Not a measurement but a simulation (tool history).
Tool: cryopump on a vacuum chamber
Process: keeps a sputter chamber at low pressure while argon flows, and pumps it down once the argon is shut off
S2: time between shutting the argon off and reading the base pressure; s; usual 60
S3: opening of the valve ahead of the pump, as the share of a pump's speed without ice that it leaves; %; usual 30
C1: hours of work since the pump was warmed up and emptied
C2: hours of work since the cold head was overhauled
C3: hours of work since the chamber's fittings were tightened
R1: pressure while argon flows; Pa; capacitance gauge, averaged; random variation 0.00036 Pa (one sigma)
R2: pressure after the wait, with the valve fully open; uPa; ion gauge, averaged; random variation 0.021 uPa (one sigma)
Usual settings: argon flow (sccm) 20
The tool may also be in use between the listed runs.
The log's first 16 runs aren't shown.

{"run": 17, "hour": 175.9, "argon flow (sccm)": 40, "S2": 29, "S3": 30, "C1": 276, "C2": 276, "C3": 211, "R1": 0.0956, "R2": 0.89}
{"run": 18, "hour": 188.5, "argon flow (sccm)": 29, "S2": 60, "S3": 17, "C1": 285, "C2": 285, "C3": 220, "R1": 0.1209, "R2": 0.55}
{"run": 19, "hour": 194.7, "argon flow (sccm)": 22, "S2": 60, "S3": 17, "C1": 289, "C2": 289, "C3": 224, "R1": 0.0919, "R2": 0.54}
{"run": 20, "hour": 205.4, "argon flow (sccm)": 22, "S2": 60, "S3": 17, "C1": 297, "C2": 297, "C3": 232, "R1": 0.0916, "R2": 0.51}
{"run": 21, "hour": 214.5, "argon flow (sccm)": 36, "S2": 163, "S3": 31, "C1": 303, "C2": 303, "C3": 238, "R1": 0.0828, "R2": 0.32}
{"run": 22, "hour": 228.5, "argon flow (sccm)": 13, "S2": 71, "S3": 31, "C1": 313, "C2": 313, "C3": 248, "R1": 0.0302, "R2": 0.48}
{"run": 23, "hour": 241.5, "argon flow (sccm)": 12, "S2": 60, "S3": 19, "C1": 322, "C2": 322, "C3": 257, "R1": 0.0446, "R2": 0.52}
{"run": 24, "hour": 253.4, "argon flow (sccm)": 33, "S2": 60, "S3": 35, "C1": 330, "C2": 330, "C3": 265, "R1": 0.0687, "R2": 0.58}
{"run": 25, "hour": 262.6, "argon flow (sccm)": 16, "S2": 60, "S3": 34, "C1": 336, "C2": 336, "C3": 271, "R1": 0.0345, "R2": 0.54}
{"run": 26, "hour": 273.6, "argon flow (sccm)": 15, "S2": 30, "S3": 39, "C1": 344, "C2": 344, "C3": 279, "R1": 0.0277, "R2": 0.89}
{"run": 27, "hour": 287.2, "argon flow (sccm)": 15, "S2": 30, "S3": 39, "C1": 354, "C2": 354, "C3": 289, "R1": 0.0278, "R2": 0.9}
{"run": 28, "hour": 301.7, "argon flow (sccm)": 20, "S2": 66, "S3": 29, "C1": 364, "C2": 364, "C3": 299, "R1": 0.0493, "R2": 0.53}
{"run": 29, "hour": 308.4, "argon flow (sccm)": 20, "S2": 66, "S3": 29, "C1": 368, "C2": 368, "C3": 304, "R1": 0.0498, "R2": 0.54}
{"run": 30, "hour": 317.7, "argon flow (sccm)": 20, "S2": 170, "S3": 35, "C1": 375, "C2": 375, "C3": 310, "R1": 0.0418, "R2": 0.38}
{"run": 31, "hour": 332.5, "argon flow (sccm)": 20, "S2": 170, "S3": 35, "C1": 385, "C2": 385, "C3": 320, "R1": 0.041, "R2": 0.42}
{"run": 32, "hour": 342.1, "argon flow (sccm)": 20, "S2": 170, "S3": 35, "C1": 392, "C2": 392, "C3": 327, "R1": 0.0409, "R2": 0.37}
{"run": 33, "hour": 353.1, "argon flow (sccm)": 15, "S2": 170, "S3": 35, "C1": 400, "C2": 400, "C3": 335, "R1": 0.0309, "R2": 0.39}
{"run": 34, "hour": 366.6, "argon flow (sccm)": 12, "S2": 91, "S3": 28, "C1": 409, "C2": 409, "C3": 344, "R1": 0.0308, "R2": 0.5}

Forecast each of these 4 alternatives for the next run:
{"run": "A", "hour": 378.0, "argon flow (sccm)": 20, "S2": 26, "S3": 16, "C1": 417, "C2": 417, "C3": 352, "R1": "?", "R2": "?"}
{"run": "B", "hour": 378.0, "argon flow (sccm)": 20, "S2": 73, "S3": 51, "C1": 417, "C2": 417, "C3": 352, "R1": "?", "R2": "?"}
{"run": "C", "hour": 378.0, "argon flow (sccm)": 24, "S2": 91, "S3": 28, "C1": 417, "C2": 417, "C3": 352, "R1": "?", "R2": "?"}
{"run": "D", "hour": 378.0, "argon flow (sccm)": 18, "S2": 60, "S3": 30, "C1": 417, "C2": 417, "C3": 352, "R1": "?", "R2": "?"}

run=A R1=0.0889 R2=1.01
run=B R1=0.0285 R2=0.54
run=C R1=0.0614 R2=0.46
run=D R1=0.0436 R2=0.58
Without the tool's hidden state the same runs would have given:
run=A R1=0.0875 R2=0.86
run=B R1=0.0271 R2=0.39
run=C R1=0.0597 R2=0.31
run=D R1=0.0423 R2=0.43
